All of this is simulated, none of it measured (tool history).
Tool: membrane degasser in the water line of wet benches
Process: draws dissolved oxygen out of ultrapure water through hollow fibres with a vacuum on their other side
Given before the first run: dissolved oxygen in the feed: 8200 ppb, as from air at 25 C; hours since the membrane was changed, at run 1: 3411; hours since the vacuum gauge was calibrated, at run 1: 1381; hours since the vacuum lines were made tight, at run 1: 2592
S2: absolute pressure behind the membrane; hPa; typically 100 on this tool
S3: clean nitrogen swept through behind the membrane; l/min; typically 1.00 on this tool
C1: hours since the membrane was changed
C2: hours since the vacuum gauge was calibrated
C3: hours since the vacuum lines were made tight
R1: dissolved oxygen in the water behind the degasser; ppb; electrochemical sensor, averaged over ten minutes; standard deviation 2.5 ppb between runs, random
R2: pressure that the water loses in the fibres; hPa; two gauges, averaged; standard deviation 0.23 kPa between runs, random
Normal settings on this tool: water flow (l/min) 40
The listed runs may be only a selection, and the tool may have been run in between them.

Run 1, day 0.000: usual settings; C1 3411; C2 1381; C3 2592. Result: R1 524.9 ppb, R2 598.6 hPa.
Run 2, day 6.088: usual settings but S3 2.88 l/min; C1 3557; C2 1527; C3 2738. Result: R1 223.2 ppb, R2 598.2 hPa.
Run 3, day 10.625: usual settings but S2 70 hPa; C1 3666; C2 1636; C3 2847. Result: R1 307.1 ppb, R2 601.3 hPa.
Run 4, day 14.908: usual settings; C1 3769; C2 1739; C3 2950. Result: R1 526.2 ppb, R2 600.5 hPa.
Run 5, day 18.521: usual settings; C1 3856; C2 1825; C3 3037. Result: R1 524.4 ppb, R2 595.6 hPa.
Run 6, day 27.221: usual settings; C1 4064; C2 2034; C3 3245. Result: R1 522.9 ppb, R2 600.6 hPa.
Run 7, day 31.817: usual settings; C1 4175; C2 2144; C3 3356. Result: R1 532.1 ppb, R2 601.3 hPa.
Run 8, day 35.429: usual settings but S3 2.31 l/min; C1 4261; C2 2231; C3 3442. Result: R1 269.5 ppb, R2 598.2 hPa.
Run 9, day 43.150: usual settings but S3 2.31 l/min; C1 4447; C2 2416; C3 3628. Result: R1 269.4 ppb, R2 602.8 hPa.
Run 10, day 48.500: usual settings but S3 2.31 l/min; C1 4575; C2 2545; C3 3756. Result: R1 269.4 ppb, R2 598.9 hPa.
Run 11, day 55.621: usual settings but S3 2.31 l/min; C1 4746; C2 2716; C3 3927. Result: R1 269.2 ppb, R2 602.2 hPa.
Run 12, day 61.754: usual settings but S3 0.98 l/min; C1 4893; C2 2863; C3 4074. Result: R1 534.3 ppb, R2 605.0 hPa.
Run 13, day 67.354: usual settings; C1 5028; C2 2997; C3 4209. Result: R1 524.3 ppb, R2 601.7 hPa.
Run 14, day 72.350: usual settings; C1 5147; C2 3117; C3 4329. Result: R1 526.3 ppb, R2 598.5 hPa.
Run 15, day 79.979: usual settings; C1 5331; C2 3300; C3 4512. Result: R1 520.9 ppb, R2 603.7 hPa.
Run 16, day 85.025: usual settings; C1 5452; C2 3421; C3 4633. Result: R1 523.9 ppb, R2 600.6 hPa.
Run 17, day 89.992: usual settings but S3 0.78 l/min; C1 5571; C2 3541; C3 4752. Result: R1 622.0 ppb, R2 598.7 hPa.
Run 18, day 94.233: usual settings but water flow (l/min) 47, S3 1.09 l/min; C1 5673; C2 3642; C3 4854. Result: R1 562.1 ppb, R2 705.7 hPa.
At day 98.571: seals of the vacuum lines changed.
Run 19, day 101.942: usual settings but water flow (l/min) 47, S3 1.09 l/min; C1 5856; C2 3825; C3 81. Result: R1 559.8 ppb, R2 704.6 hPa.
Run 20, day 110.071: usual settings but water flow (l/min) 47, S3 1.09 l/min; C1 6051; C2 4021; C3 276. Result: R1 558.4 ppb, R2 707.5 hPa.
Run 21, day 115.488: usual settings but water flow (l/min) 39, S2 209 hPa, S3 2.25 l/min; C1 6181; C2 4151; C3 406. Result: R1 647.5 ppb, R2 583.0 hPa.
Run 22, day 123.838: usual settings but water flow (l/min) 39, S2 216 hPa, S3 1.41 l/min; C1 6381; C2 4351; C3 606. Result: R1 966.6 ppb, R2 586.5 hPa.
Run 23, day 128.892: usual settings but S3 0.54 l/min; C1 6502; C2 4472; C3 728. Result: R1 799.9 ppb, R2 606.3 hPa.
Run 24, day 135.008: usual settings but S3 0.54 l/min; C1 6649; C2 4619; C3 875. Result: R1 804.7 ppb, R2 597.5 hPa.
Run 25, day 141.754: usual settings but water flow (l/min) 38, S2 233 hPa, S3 0.82 l/min; C1 6811; C2 4781; C3 1036. Result: R1 1515.8 ppb, R2 570.4 hPa.
Run 26, day 147.738: usual settings but water flow (l/min) 38, S2 233 hPa, S3 0.82 l/min; C1 6955; C2 4925; C3 1180. Result: R1 1504.9 ppb, R2 570.5 hPa.
Run 27, day 152.825: usual settings but water flow (l/min) 28, S3 0.56 l/min; C1 7077; C2 5047; C3 1302. Result: R1 604.4 ppb, R2 418.2 hPa.
Run 28, day 156.842: usual settings but water flow (l/min) 30, S2 90 hPa, S3 0.70 l/min; C1 7173; C2 5143; C3 1398. Result: R1 464.4 ppb, R2 451.0 hPa.
Run 29, day 163.667: usual settings but water flow (l/min) 32, S2 99 hPa, S3 2.46 l/min; C1 7337; C2 5307; C3 1562. Result: R1 197.9 ppb, R2 479.8 hPa.

Forecast each of these 5 alternatives for the next run:
Run A, day 168.104: usual settings but water flow (l/min) 41, S2 201 hPa, S3 2.00 l/min; C1 7444; C2 5413; C3 1669. Result: R1 ?, R2 ?.
Run B, day 168.104: usual settings but water flow (l/min) 38; C1 7444; C2 5413; C3 1669. Result: R1 ?, R2 ?.
Run C, day 168.104: usual settings but water flow (l/min) 39, S2 166 hPa, S3 0.68 l/min; C1 7444; C2 5413; C3 1669. Result: R1 ?, R2 ?.
Run D, day 168.104: usual settings but S2 172 hPa, S3 0.60 l/min; C1 7444; C2 5413; C3 1669. Result: R1 ?, R2 ?.
Run E, day 168.104: usual settings but S2 80 hPa, S3 0.55 l/min; C1 7444; C2 5413; C3 1669. Result: R1 ?, R2 ?.

run      R1     R2
  A   709.2  613.0
  B   497.3  569.2
  C  1243.6  582.2
  D  1419.7  600.2
  E   572.3  599.9
Without the tool's hidden state the same runs would have given:
run      R1     R2
  A   723.6  612.0
  B   507.0  568.4
  C  1269.0  581.4
  D  1448.8  599.3
  E   583.1  599.0
